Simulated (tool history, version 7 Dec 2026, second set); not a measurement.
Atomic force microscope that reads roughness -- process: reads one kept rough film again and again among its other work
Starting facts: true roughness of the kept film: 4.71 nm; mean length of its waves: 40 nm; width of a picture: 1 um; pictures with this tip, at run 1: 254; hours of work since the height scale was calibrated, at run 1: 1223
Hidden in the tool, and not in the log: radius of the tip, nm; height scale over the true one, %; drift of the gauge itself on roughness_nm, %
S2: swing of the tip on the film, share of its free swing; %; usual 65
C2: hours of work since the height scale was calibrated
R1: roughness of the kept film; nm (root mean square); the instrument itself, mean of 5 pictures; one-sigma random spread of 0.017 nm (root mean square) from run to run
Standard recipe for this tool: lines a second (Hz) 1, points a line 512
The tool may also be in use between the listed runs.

Run 1, day 0: usual settings; pictures with this tip 254; C2 1223. Result: R1 3.508 nm (root mean square).
Run 2, day 3.204: usual settings; pictures with this tip 374; C2 1270. Result: R1 3.373 nm (root mean square).
At day 3.525: new tip fitted.
Run 3, day 4.75: usual settings; pictures with this tip 46; C2 1292. Result: R1 4.003 nm (root mean square).
Run 4, day 7.488: usual settings; pictures with this tip 149; C2 1332. Result: R1 3.774 nm (root mean square).
Run 5, day 10.125: usual settings; pictures with this tip 249; C2 1370. Result: R1 3.572 nm (root mean square).
Run 6, day 11.542: usual settings; pictures with this tip 302; C2 1391. Result: R1 3.504 nm (root mean square).
At day 13.742: new tip fitted.
Run 7, day 13.983: usual settings but lines a second (Hz) 1.98; pictures with this tip 9; C2 1426. Result: R1 3.891 nm (root mean square).
Run 8, day 16.958: usual settings but lines a second (Hz) 1.98; pictures with this tip 121; C2 1469. Result: R1 3.669 nm (root mean square).
Run 9, day 18.546: usual settings; pictures with this tip 181; C2 1492. Result: R1 3.703 nm (root mean square).
Run 10, day 21.5: usual settings; pictures with this tip 292; C2 1535. Result: R1 3.467 nm (root mean square).
Run 11, day 23.038: usual settings; pictures with this tip 350; C2 1558. Result: R1 3.381 nm (root mean square).
At day 23.95: new tip fitted.
Run 12, day 25.238: usual settings; pictures with this tip 49; C2 1589. Result: R1 3.958 nm (root mean square).
Run 13, day 27.679: usual settings; pictures with this tip 141; C2 1625. Result: R1 3.788 nm (root mean square).
Run 14, day 30.392: usual settings; pictures with this tip 243; C2 1664. Result: R1 3.576 nm (root mean square).
Run 15, day 33.733: usual settings; pictures with this tip 369; C2 1713. Result: R1 3.378 nm (root mean square).
At day 34: new tip fitted.
Run 16, day 35.438: usual settings; pictures with this tip 54; C2 1738. Result: R1 3.959 nm (root mean square).
Run 17, day 37.492: usual settings; pictures with this tip 131; C2 1767. Result: R1 3.766 nm (root mean square).
Run 18, day 40.562: usual settings but points a line 413; pictures with this tip 247; C2 1812. Result: R1 3.561 nm (root mean square).
Run 19, day 42.7: usual settings but points a line 413; pictures with this tip 328; C2 1843. Result: R1 3.418 nm (root mean square).
At day 44.083: new tip fitted.
Run 20, day 45.333: usual settings but lines a second (Hz) 1.77, points a line 413; pictures with this tip 47; C2 1881. Result: R1 3.846 nm (root mean square).
Run 21, day 48.129: usual settings but lines a second (Hz) 1.77, points a line 413; pictures with this tip 153; C2 1922. Result: R1 3.622 nm (root mean square).
Run 22, day 50.917: usual settings but S2 90 %; pictures with this tip 258; C2 1962. Result: R1 3.168 nm (root mean square).
Run 23, day 53.383: usual settings but S2 87 %; pictures with this tip 351; C2 1998. Result: R1 3.086 nm (root mean square).
At day 54.204: new tip fitted.
Run 24, day 55.042: usual settings but S2 87 %; pictures with this tip 32; C2 2022. Result: R1 3.657 nm (root mean square).
Run 25, day 57.292: usual settings but S2 87 %; pictures with this tip 117; C2 2055. Result: R1 3.462 nm (root mean square).
Run 26, day 59.504: usual settings but S2 87 %; pictures with this tip 200; C2 2087. Result: R1 3.336 nm (root mean square).
Run 27, day 61.988: usual settings but lines a second (Hz) 1.46, S2 78 %; pictures with this tip 294; C2 2123. Result: R1 3.165 nm (root mean square).
Run 28, day 64.142: usual settings but lines a second (Hz) 1.46, S2 78 %; pictures with this tip 375; C2 2154. Result: R1 3.052 nm (root mean square).
At day 64.383: new tip fitted.
Run 29, day 67.379: usual settings but lines a second (Hz) 1.46, S2 78 %; pictures with this tip 113; C2 2201. Result: R1 3.499 nm (root mean square).
Run 30, day 68.871: usual settings but lines a second (Hz) 1.46, S2 78 %; pictures with this tip 169; C2 2223. Result: R1 3.398 nm (root mean square).
Run 31, day 70.9: usual settings but lines a second (Hz) 2.69, S2 78 %; pictures with this tip 246; C2 2252. Result: R1 2.985 nm (root mean square).
Run 32, day 73.796: usual settings but lines a second (Hz) 2.69, S2 78 %, points a line 537; pictures with this tip 355; C2 2295. Result: R1 2.845 nm (root mean square).
At day 74.608: new tip fitted.
Run 33, day 76.938: usual settings but lines a second (Hz) 2.69, S2 62 %, points a line 537; pictures with this tip 88; C2 2340. Result: R1 3.665 nm (root mean square).
Run 34, day 79.954: usual settings but lines a second (Hz) 2.69, S2 64 %, points a line 316; pictures with this tip 202; C2 2384. Result: R1 3.372 nm (root mean square).
Run 35, day 82.838: usual settings but S2 77 %, points a line 803; pictures with this tip 310; C2 2426. Result: R1 3.305 nm (root mean square).
At day 84.442: height scale calibrated on a step standard.
Run 36, day 84.488: usual settings but lines a second (Hz) 0.65, S2 76 %, points a line 683; pictures with this tip 371; C2 1. Result: R1 3.376 nm (root mean square).
At day 84.808: new tip fitted.
Run 37, day 85.917: usual settings but lines a second (Hz) 0.65, S2 76 %, points a line 683; pictures with this tip 42; C2 21. Result: R1 4.043 nm (root mean square).
Run 38, day 88.792: usual settings but lines a second (Hz) 3.45, S2 58 %; pictures with this tip 151; C2 63. Result: R1 3.614 nm (root mean square).
Run 39, day 91.154: usual settings but lines a second (Hz) 3.45, S2 58 %; pictures with this tip 240; C2 97. Result: R1 3.475 nm (root mean square).
Run 40, day 93.092: usual settings but lines a second (Hz) 0.7, S2 74 %, points a line 499; pictures with this tip 313; C2 126. Result: R1 3.53 nm (root mean square).
At day 94.892: new tip fitted.
Run 41, day 95.512: usual settings but lines a second (Hz) 0.7, S2 74 %, points a line 499; pictures with this tip 24; C2 160. Result: R1 4.051 nm (root mean square).
Run 42, day 97.5: usual settings but lines a second (Hz) 2.91, S2 60 %, points a line 911; pictures with this tip 98; C2 189. Result: R1 3.727 nm (root mean square).
Run 43, day 99.829: usual settings but lines a second (Hz) 1.03, S2 60 %, points a line 911; pictures with this tip 186; C2 223. Result: R1 3.802 nm (root mean square).
Run 44, day 103.229: usual settings but lines a second (Hz) 3.7, points a line 358; pictures with this tip 315; C2 273. Result: R1 3.102 nm (root mean square).
At day 105.075: new tip fitted.
Run 45, day 105.746: usual settings but S2 84 %, points a line 777; pictures with this tip 25; C2 309. Result: R1 3.778 nm (root mean square).
Run 46, day 108.721: usual settings but lines a second (Hz) 3.56, S2 60 %; pictures with this tip 137; C2 352. Result: R1 3.593 nm (root mean square).
Run 47, day 112.021: usual settings but lines a second (Hz) 3.56, S2 60 %; pictures with this tip 262; C2 400. Result: R1 3.4 nm (root mean square).
Run 48, day 114.004: usual settings but lines a second (Hz) 3.56, S2 60 %; pictures with this tip 337; C2 429. Result: R1 3.266 nm (root mean square).
At day 115.2: new tip fitted.
Run 49, day 116.479: usual settings but S2 64 %; pictures with this tip 48; C2 465. Result: R1 4.077 nm (root mean square).
Run 50, day 118.188: usual settings but lines a second (Hz) 0.57, points a line 785; pictures with this tip 113; C2 490. Result: R1 3.968 nm (root mean square).
Run 51, day 120.912: usual settings but lines a second (Hz) 0.57, points a line 785; pictures with this tip 215; C2 529. Result: R1 3.77 nm (root mean square).
Run 52, day 123.712: usual settings but lines a second (Hz) 0.57, points a line 785; pictures with this tip 321; C2 570. Result: R1 3.557 nm (root mean square).

Each run again, without the hidden state but with its own random variation kept:
run     R1
  1  4.106
  2  4.174
  3  4.164
  4  4.143
  5  4.121
  6   4.15
  7   3.97
  8  3.984
  9  4.155
 10  4.128
 11  4.132
 12  4.149
 13  4.158
 14  4.131
 15  4.152
 16   4.16
 17  4.127
 18   4.15
 19  4.142
 20  4.012
 21  4.016
 22   3.71
 23  3.772
 24  3.802
 25  3.768
 26  3.794
 27  3.785
 28  3.792
 29  3.806
 30  3.794
 31  3.456
 32   3.47
 33  3.949
 34  3.846
 35  3.977
 36  4.086
 37  4.136
 38  3.927
 39  3.938
 40  4.158
 41  4.138
 42  3.963
 43  4.234
 44  3.681
 45  3.857
 46  3.885
 47  3.901
 48  3.888
 49  4.204
 50  4.238
 51  4.231
 52  4.208
